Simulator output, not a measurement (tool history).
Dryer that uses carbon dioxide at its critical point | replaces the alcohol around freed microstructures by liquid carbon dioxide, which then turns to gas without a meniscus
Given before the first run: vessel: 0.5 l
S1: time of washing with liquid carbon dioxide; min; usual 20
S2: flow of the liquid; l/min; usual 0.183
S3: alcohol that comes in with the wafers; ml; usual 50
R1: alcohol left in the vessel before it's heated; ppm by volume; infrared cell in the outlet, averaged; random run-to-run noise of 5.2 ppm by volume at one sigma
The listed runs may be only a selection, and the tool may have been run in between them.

run 1 hour=0.0 | S1=20 S2=0.183 S3=50 | R1=250
run 2 hour=62.2 | S1=20 S2=0.183 S3=50 | R1=267
run 3 hour=114.4 | S1=20 S2=0.183 S3=50 | R1=303
run 4 hour=149.4 | S1=19 S2=0.183 S3=50 | R1=381
run 5 hour=200.4 | S1=19 S2=0.183 S3=50 | R1=410
run 6 hour=240.4 | S1=19 S2=0.183 S3=50 | R1=442
run 7 hour=272.4 | S1=19 S2=0.183 S3=50 | R1=473
run 8 hour=333.7 | S1=19 S2=0.183 S3=50 | R1=535
run 9 hour=381.3 | S1=19 S2=0.183 S3=50 | R1=574
-- hour=388.1 inlet filter changed
run 10 hour=410.0 | S1=19 S2=0.183 S3=50 | R1=336
run 11 hour=455.7 | S1=20 S2=0.183 S3=93 | R1=388
run 12 hour=484.7 | S1=20 S2=0.183 S3=98 | R1=425
run 13 hour=527.9 | S1=20 S2=0.206 S3=116 | R1=337
run 14 hour=571.4 | S1=20 S2=0.206 S3=116 | R1=345
run 15 hour=599.8 | S1=29 S2=0.129 S3=23 | R1=305
run 16 hour=631.5 | S1=13 S2=0.259 S3=41 | R1=423
run 17 hour=694.6 | S1=13 S2=0.259 S3=41 | R1=444
run 18 hour=726.9 | S1=13 S2=0.259 S3=41 | R1=493
run 19 hour=771.2 | S1=17 S2=0.125 S3=50 | R1=3486
run 20 hour=813.3 | S1=20 S2=0.204 S3=50 | R1=384
-- hour=827.1 inlet filter changed
run 21 hour=851.5 | S1=19 S2=0.115 S3=78 | R1=3007

Each row is a separate what-if for the run after 21, all from the same tool condition, not one after another. Results?
run A hour=897.4 | S1=21 S2=0.115 S3=78 | R1=?
run B hour=897.4 | S1=29 S2=0.298 S3=20 | R1=?
run C hour=897.4 | S1=22 S2=0.271 S3=28 | R1=?
run D hour=897.4 | S1=20 S2=0.183 S3=44 | R1=?
run E hour=897.4 | S1=23 S2=0.164 S3=85 | R1=?

run=A R1=2168
run=B R1=274
run=C R1=256
run=D R1=342
run=E R1=404
Without the tool's hidden state the same runs would have given:
run=A R1=1686
run=B R1=11
run=C R1=4
run=D R1=71
run=E R1=120
